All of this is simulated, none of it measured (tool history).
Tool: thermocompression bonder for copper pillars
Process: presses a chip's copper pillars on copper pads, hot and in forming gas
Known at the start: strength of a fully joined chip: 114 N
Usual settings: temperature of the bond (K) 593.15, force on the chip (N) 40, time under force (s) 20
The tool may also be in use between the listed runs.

run   hour  temperature of the bond (K)  force on the chip (N)  time under force (s)  force that shears a chip off (N)
  1      0                       593.15                     40                    20                              62.2
  2    9.3                       593.15                     40                    20                              60.5
  3   17.6                       575.15                     40                    20                              50.5
  4   25.3                       575.15                     40                    20                                50
  5   29.9                       593.15                     40                    20                              60.2
  6   37.2                       593.15                     40                    13                              52.2
  7   44.8                       593.15                     40                    13                              53.1
  8   50.9                       593.15                     40                    13                              52.4
        53  -- force cell calibrated
  9   60.2                       593.15                     40                    20                              61.8
 10   65.8                       593.15                     40                    20                              61.1
 11   73.7                       593.15                     40                    20                              61.9
 12   78.1                       593.15                     40                    20                              61.9
 13   85.9                       593.15                     40                    20                              61.2
      88.7  -- force cell calibrated, once more
 14   93.6                       593.15                     40                    20                              60.9
 15  101.2                       606.15                     40                    20                              68.8
 16  108.6                       606.15                     40                    20                              68.1
 17  116.5                       618.15                     34                    20                              66.5
 18  125.2                       619.15                     25                    44                              62.3
 19  130.3                       593.15                     59                    23                              85.9
 20  137.8                       613.15                     32                    11                              48.3
 21  144.4                       613.15                     32                    11                              48.6
 22    150                       613.15                     30                    20                              55.8
 23  156.4                       610.15                     36                    20                              65.1

4 ways to go on from here, each from the tool as it stands after run 23. What would each give?
  A  160.3                       610.15                     35                    12                                 ?
  B  160.3                       565.15                     40                    32                                 ?
  C  160.3                       610.15                     36                    38                                 ?
  D  160.3                       574.15                     24                    20                                 ?

run  force that shears a chip off (N)
  A                              53.4
  B                                52
  C                              78.5
  D                              27.2
Without the tool's hidden state the same runs would have given:
run  force that shears a chip off (N)
  A                              52.4
  B                              50.8
  C                                78
  D                              26.4
